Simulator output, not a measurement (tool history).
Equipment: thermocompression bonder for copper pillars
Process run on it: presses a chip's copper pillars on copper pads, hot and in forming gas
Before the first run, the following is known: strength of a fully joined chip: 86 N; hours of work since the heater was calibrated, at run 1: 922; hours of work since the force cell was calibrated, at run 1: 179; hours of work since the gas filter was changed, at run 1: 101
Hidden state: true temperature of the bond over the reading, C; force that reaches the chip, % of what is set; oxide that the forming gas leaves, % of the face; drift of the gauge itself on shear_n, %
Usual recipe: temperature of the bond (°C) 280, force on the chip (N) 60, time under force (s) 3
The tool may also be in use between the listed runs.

run,day,temperature of the bond (°C),force on the chip (N),time under force (s),hours of work since the heater was calibrated,hours of work since the force cell was calibrated,hours of work since the gas filter was changed,force that shears a chip off (N)
1,0,280,60,3,922,179,101,46.8
2,0.35,280,60,3,927,184,107,46.5
3,0.662,280,60,3,932,189,111,46.7
4,0.925,280,60,3,936,193,115,47
5,1.317,280,60,3,942,199,121,46.4
6,1.683,270,60,3,947,204,127,42.2
7,1.875,270,60,3,950,207,130,42.3
8,2.154,270,60,3,954,211,134,42.5
9,2.425,270,60,3,958,215,138,42.9
10,2.712,270,60,3,963,220,142,41.8
11,3.046,270,60,3,968,225,147,42.3
12,3.408,270,60,3,973,230,153,41.7
13,3.608,280,60,3,976,233,156,45.1
14,3.821,280,60,3,979,236,159,45.1
15,4.008,284,79,3,982,239,162,52.2

Run 16 comes next. What will it give?
16,4.421,284,79,3,988,245,168,?

{"run 16": {"force that shears a chip off (N)": 51.5}}
Take away the tool's hidden state, keep the run-to-run variation as it was, and the same run would have given force that shears a chip off (N) 60.1.
